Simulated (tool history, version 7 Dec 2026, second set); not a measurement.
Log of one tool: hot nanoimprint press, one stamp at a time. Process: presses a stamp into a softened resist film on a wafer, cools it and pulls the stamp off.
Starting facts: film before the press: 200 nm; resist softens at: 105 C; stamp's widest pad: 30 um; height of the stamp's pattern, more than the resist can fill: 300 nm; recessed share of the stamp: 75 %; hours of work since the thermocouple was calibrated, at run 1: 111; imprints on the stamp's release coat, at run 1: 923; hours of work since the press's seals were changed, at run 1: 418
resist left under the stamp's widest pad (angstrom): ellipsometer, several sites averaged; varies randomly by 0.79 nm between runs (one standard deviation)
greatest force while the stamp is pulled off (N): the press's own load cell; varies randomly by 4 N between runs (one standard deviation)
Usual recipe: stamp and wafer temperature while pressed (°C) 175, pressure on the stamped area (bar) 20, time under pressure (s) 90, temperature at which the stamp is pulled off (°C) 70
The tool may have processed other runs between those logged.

run,hour,stamp and wafer temperature while pressed (°C),pressure on the stamped area (bar),time under pressure (s),temperature at which the stamp is pulled off (°C),hours of work since the thermocouple was calibrated,imprints on the stamp's release coat,hours of work since the press's seals were changed,resist left under the stamp's widest pad (angstrom),greatest force while the stamp is pulled off (N)
1,0,175,20,90,70,111,923,418,1034,276
2,34.3,175,20,90,70,134,1008,440,1067,291
3,54.7,175,20,90,70,147,1059,453,1060,279
4,86.2,175,20,90,70,167,1138,474,1061,292
5,118.8,175,20,90,70,189,1219,495,1065,307
6,135.8,175,20,90,70,200,1262,506,1071,305
7,163.6,166,20,90,70,218,1332,524,1534,307
8,180.2,166,20,90,70,228,1373,535,1539,295
9,213.1,166,20,90,70,250,1455,556,1543,325
# hour 237.2: plate thermocouple calibrated
10,249.2,175,13.5,90,70,8,1538,578,1198,317
11,273.6,175,28.4,90,70,24,1599,594,866,325
12,288.7,175,28.4,103,70,33,1637,603,826,335
13,318.6,175,28.4,103,70,53,1711,623,832,332
14,333.1,175,20,90,70,62,1748,632,1037,352
15,366.8,177,20,90,70,84,1832,654,938,341
16,383.4,177,20,90,70,95,1873,665,939,354
17,410.5,183,15.5,61,70,112,1941,682,940,366
18,434.4,184,15.5,46,70,128,2001,698,1018,370
19,451.1,175,28.3,175,57,139,2042,709,702,453
20,466,179,24.2,73,75,148,2080,718,868,349
21,498.7,179,24.2,72,61,170,2161,740,872,447
22,522.4,179,24.2,72,61,185,2221,755,876,454
# hour 550.9: stamp cleaned and given a new release coat
23,552.2,176,20,51,70,200,3,770,1226,197
24,578,163,13.7,84,74,217,68,787,1774,195
25,609.8,176,14,104,71,238,147,808,1124,210
26,626.8,176,14,104,71,249,190,819,1139,215
27,642.4,166,21.3,61,71,259,228,829,1636,218
# hour 652.3: plate thermocouple calibrated
28,672.4,178,29.5,51,73,13,296,846,923,205
29,697.9,166,25.1,92,66,30,360,863,1363,241

Alternative continuations, all from the tool just after run 29; predict every row:
A,721.8,175,25.1,56,66,45,419,878,?,?
B,721.8,175,20,90,56,45,419,878,?,?
C,721.8,175,29.4,90,70,45,419,878,?,?
D,721.8,170,14.6,80,66,45,419,878,?,?

run,resist left under the stamp's widest pad (angstrom),greatest force while the stamp is pulled off (N)
A,1097,247
B,1042,287
C,892,230
D,1452,249
With the hidden condition removed and each run's random variation left untouched, the same runs would have given:
run,resist left under the stamp's widest pad (angstrom),greatest force while the stamp is pulled off (N)
A,1063,212
B,1014,245
C,856,197
D,1430,213

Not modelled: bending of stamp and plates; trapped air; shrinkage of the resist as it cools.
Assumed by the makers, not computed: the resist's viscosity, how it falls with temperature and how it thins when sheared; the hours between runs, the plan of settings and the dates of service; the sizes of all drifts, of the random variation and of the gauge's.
